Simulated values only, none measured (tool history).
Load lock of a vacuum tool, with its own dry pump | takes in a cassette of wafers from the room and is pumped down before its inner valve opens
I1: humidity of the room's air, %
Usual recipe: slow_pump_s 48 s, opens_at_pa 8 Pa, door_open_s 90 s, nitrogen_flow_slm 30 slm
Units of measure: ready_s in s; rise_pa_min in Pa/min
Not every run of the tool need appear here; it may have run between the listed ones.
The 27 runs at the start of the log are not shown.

Run 28, hour 8093.7: usual settings but slow_pump_s 94 s, opens_at_pa 10 Pa; I1 47.0. Result: ready_s 109.2 s, rise_pa_min 0.073 Pa/min.
Run 29, hour 8421.7: usual settings but slow_pump_s 94 s, opens_at_pa 10 Pa; I1 43.1. Result: ready_s 110.2 s, rise_pa_min 0.083 Pa/min.
Run 30, hour 8798.7: usual settings but slow_pump_s 94 s, opens_at_pa 10 Pa; I1 43.1. Result: ready_s 110.4 s, rise_pa_min 0.092 Pa/min.
Run 31, hour 9208.2: usual settings but opens_at_pa 14 Pa, door_open_s 110 s, nitrogen_flow_slm 5 slm; I1 46.1. Result: ready_s 70.8 s, rise_pa_min 0.151 Pa/min.
Run 32, hour 9452.2: usual settings but opens_at_pa 7 Pa, door_open_s 89 s; I1 45.2. Result: ready_s 73.0 s, rise_pa_min 0.119 Pa/min.
Run 33, hour 9644.2: usual settings but opens_at_pa 7 Pa, door_open_s 89 s; I1 42.3. Result: ready_s 73.0 s, rise_pa_min 0.124 Pa/min.
Run 34, hour 9890.5: usual settings but slow_pump_s 42 s, opens_at_pa 7 Pa, door_open_s 161 s; I1 44.5. Result: ready_s 67.6 s, rise_pa_min 0.140 Pa/min.
Run 35, hour 10207.2: usual settings but opens_at_pa 14 Pa; I1 41.5. Result: ready_s 70.8 s, rise_pa_min 0.147 Pa/min.
Run 36, hour 10543.3: usual settings but slow_pump_s 57 s, opens_at_pa 16 Pa, nitrogen_flow_slm 44 slm; I1 45.2. Result: ready_s 77.0 s, rise_pa_min 0.150 Pa/min.
Run 37, hour 10891.4: usual settings but slow_pump_s 57 s, opens_at_pa 16 Pa, nitrogen_flow_slm 44 slm; I1 43.0. Result: ready_s 76.7 s, rise_pa_min 0.172 Pa/min.

Branching from run 37: 4 alternative next runs. What would each branch give?
Run A, hour 11078.3: usual settings but nitrogen_flow_slm 8 slm; I1 43.3. Result: ready_s ?, rise_pa_min ?.
Run B, hour 11078.3: usual settings but opens_at_pa 9 Pa, door_open_s 136 s; I1 42.6. Result: ready_s ?, rise_pa_min ?.
Run C, hour 11078.3: usual settings but nitrogen_flow_slm 23 slm; I1 44.7. Result: ready_s ?, rise_pa_min ?.
Run D, hour 11078.3: usual settings but slow_pump_s 42 s, opens_at_pa 16 Pa, nitrogen_flow_slm 6 slm; I1 45.6. Result: ready_s ?, rise_pa_min ?.

run  ready_s  rise_pa_min
  A     72.3        0.213
  B     71.8        0.190
  C     72.3        0.194
  D     65.1        0.211
Take away the tool's hidden state, keep each run's random variation, and the runs would have read:
run  ready_s  rise_pa_min
  A     69.4        0.071
  B     69.0        0.048
  C     69.4        0.051
  D     62.4        0.071
